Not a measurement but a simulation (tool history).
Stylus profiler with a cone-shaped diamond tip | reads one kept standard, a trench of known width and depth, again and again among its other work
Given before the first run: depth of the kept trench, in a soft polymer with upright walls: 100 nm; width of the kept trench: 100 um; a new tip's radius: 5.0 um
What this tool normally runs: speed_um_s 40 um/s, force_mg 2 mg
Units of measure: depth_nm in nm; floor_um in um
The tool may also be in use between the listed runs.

Run 1, day 0: usual settings. Result: depth_nm 101.11 nm, floor_um 97.81 um.
Run 2, day 2.725: usual settings but speed_um_s 139 um/s. Result: depth_nm 101.15 nm, floor_um 97.53 um.
Run 3, day 7.025: usual settings but speed_um_s 139 um/s. Result: depth_nm 101.03 nm, floor_um 97.49 um.
Run 4, day 11.504: usual settings but speed_um_s 139 um/s. Result: depth_nm 101.09 nm, floor_um 97.46 um.
Run 5, day 15.883: usual settings but speed_um_s 139 um/s. Result: depth_nm 101.07 nm, floor_um 97.41 um.
Run 6, day 18.8: usual settings but speed_um_s 139 um/s. Result: depth_nm 101 nm, floor_um 97.34 um.
At day 19.271: height scale calibrated on a step standard.
Run 7, day 20.954: usual settings but speed_um_s 139 um/s. Result: depth_nm 100.91 nm, floor_um 97.36 um.
Run 8, day 25.588: usual settings but speed_um_s 45 um/s. Result: depth_nm 100.94 nm, floor_um 97.61 um.
Run 9, day 28.846: usual settings but force_mg 2.14 mg. Result: depth_nm 100.96 nm, floor_um 97.6 um.
Run 10, day 31.721: usual settings. Result: depth_nm 100.91 nm, floor_um 97.58 um.
Run 11, day 35.258: usual settings but speed_um_s 95 um/s, force_mg 0.87 mg. Result: depth_nm 100.27 nm, floor_um 97.26 um.
Run 12, day 37.483: usual settings but speed_um_s 21 um/s, force_mg 2.36 mg. Result: depth_nm 101.09 nm, floor_um 97.58 um.
Run 13, day 39.858: usual settings but speed_um_s 21 um/s, force_mg 2.36 mg. Result: depth_nm 101.03 nm, floor_um 97.56 um.

Predict the results of run 14:
Run 14, day 43.25: usual settings but speed_um_s 138 um/s, force_mg 2.36 mg. Result: depth_nm ?, floor_um ?.

{"run 14": {"depth_nm": 100.96, "floor_um": 97.2}}
Minus the tool's unlogged condition, the same run would have read depth_nm 101.3 nm, floor_um 97.57 um.
